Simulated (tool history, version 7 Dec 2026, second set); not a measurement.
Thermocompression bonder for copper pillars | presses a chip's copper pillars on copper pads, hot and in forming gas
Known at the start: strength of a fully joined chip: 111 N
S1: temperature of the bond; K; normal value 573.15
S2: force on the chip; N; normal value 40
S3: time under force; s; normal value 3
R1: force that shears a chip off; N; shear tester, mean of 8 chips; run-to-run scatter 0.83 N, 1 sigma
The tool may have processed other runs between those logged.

Run 1, hour 0.0: usual settings. Result: R1 75.0 N.
Run 2, hour 11.4: usual settings. Result: R1 76.4 N.
Run 3, hour 18.5: usual settings but S2 25 N. Result: R1 56.1 N.
Run 4, hour 29.6: usual settings but S2 25 N. Result: R1 56.8 N.
Run 5, hour 36.6: usual settings but S2 25 N. Result: R1 56.5 N.
Run 6, hour 48.7: usual settings but S2 25 N. Result: R1 56.3 N.
Run 7, hour 55.7: usual settings. Result: R1 75.6 N.
Run 8, hour 64.2: usual settings. Result: R1 76.1 N.
Run 9, hour 77.1: usual settings. Result: R1 75.4 N.
Run 10, hour 86.9: usual settings. Result: R1 74.6 N.
Run 11, hour 93.0: usual settings but S2 59 N. Result: R1 91.0 N.
Run 12, hour 105.9: usual settings but S2 59 N. Result: R1 88.8 N.
Run 13, hour 112.0: usual settings but S2 59 N, S3 6 s. Result: R1 98.8 N.
Run 14, hour 125.7: usual settings but S2 59 N, S3 6 s. Result: R1 98.9 N.
Run 15, hour 137.9: usual settings but S2 59 N, S3 6 s. Result: R1 101.3 N.
Run 16, hour 145.8: usual settings but S2 59 N, S3 6 s. Result: R1 97.9 N.
Run 17, hour 153.8: usual settings but S2 59 N, S3 6 s. Result: R1 98.2 N.
Run 18, hour 159.7: usual settings but S2 59 N, S3 4 s. Result: R1 91.5 N.
Run 19, hour 166.2: usual settings but S2 59 N, S3 4 s. Result: R1 93.3 N.
Run 20, hour 178.8: usual settings. Result: R1 72.6 N.
Run 21, hour 187.4: usual settings. Result: R1 73.7 N.
Run 22, hour 196.9: usual settings but S1 574.15 K, S2 29 N, S3 5 s. Result: R1 70.8 N.
Run 23, hour 203.7: usual settings but S1 597.15 K. Result: R1 86.6 N.
At hour 209.9: forming gas filter changed.
Run 24, hour 215.3: usual settings but S1 551.15 K, S2 26 N. Result: R1 45.1 N.
Run 25, hour 225.9: usual settings but S1 551.15 K, S2 26 N. Result: R1 43.6 N.
At hour 228.1: force cell calibrated.
Run 26, hour 239.9: usual settings but S1 549.15 K. Result: R1 59.3 N.
Run 27, hour 252.6: usual settings but S1 549.15 K. Result: R1 58.6 N.
Run 28, hour 263.9: usual settings but S1 603.15 K, S3 8 s. Result: R1 103.9 N.
At hour 268.9: force cell calibrated, once more.
Run 29, hour 278.4: usual settings but S2 42 N, S3 5 s. Result: R1 88.3 N.
Run 30, hour 287.9: usual settings but S1 592.15 K, S2 30 N, S3 5 s. Result: R1 87.6 N.
Run 31, hour 295.4: usual settings but S1 559.15 K, S2 39 N. Result: R1 65.7 N.
Run 32, hour 302.6: usual settings but S1 574.15 K, S2 53 N. Result: R1 87.4 N.
Run 33, hour 311.1: usual settings but S1 574.15 K, S2 53 N. Result: R1 86.9 N.
Run 34, hour 318.1: usual settings but S1 574.15 K, S2 53 N. Result: R1 88.1 N.
Run 35, hour 325.7: usual settings but S1 593.15 K. Result: R1 88.8 N.
Run 36, hour 333.1: usual settings but S1 566.15 K, S2 31 N. Result: R1 62.3 N.
Run 37, hour 340.1: usual settings but S1 552.15 K, S2 32 N, S3 8 s. Result: R1 71.3 N.
Run 38, hour 346.4: usual settings but S1 552.15 K, S2 32 N, S3 8 s. Result: R1 70.5 N.
Run 39, hour 357.4: usual settings but S2 37 N. Result: R1 73.5 N.

Predict each of these 5 candidate next runs independently; none follows another, all start after run 39:
Run A, hour 369.8: usual settings but S2 37 N. Result: R1 ?.
Run B, hour 369.8: usual settings but S1 585.15 K. Result: R1 ?.
Run C, hour 369.8: usual settings but S1 575.15 K. Result: R1 ?.
Run D, hour 369.8: usual settings but S1 577.15 K, S2 37 N, S3 4 s. Result: R1 ?.
Run E, hour 369.8: usual settings but S3 9 s. Result: R1 ?.

run    R1
  A  72.6
  B  83.2
  C  78.0
  D  81.5
  E  95.3
The same runs, with their run-to-run variation unchanged, on a tool lacking any hidden condition would have given:
run    R1
  A  74.2
  B  85.3
  C  79.8
  D  83.5
  E  98.0
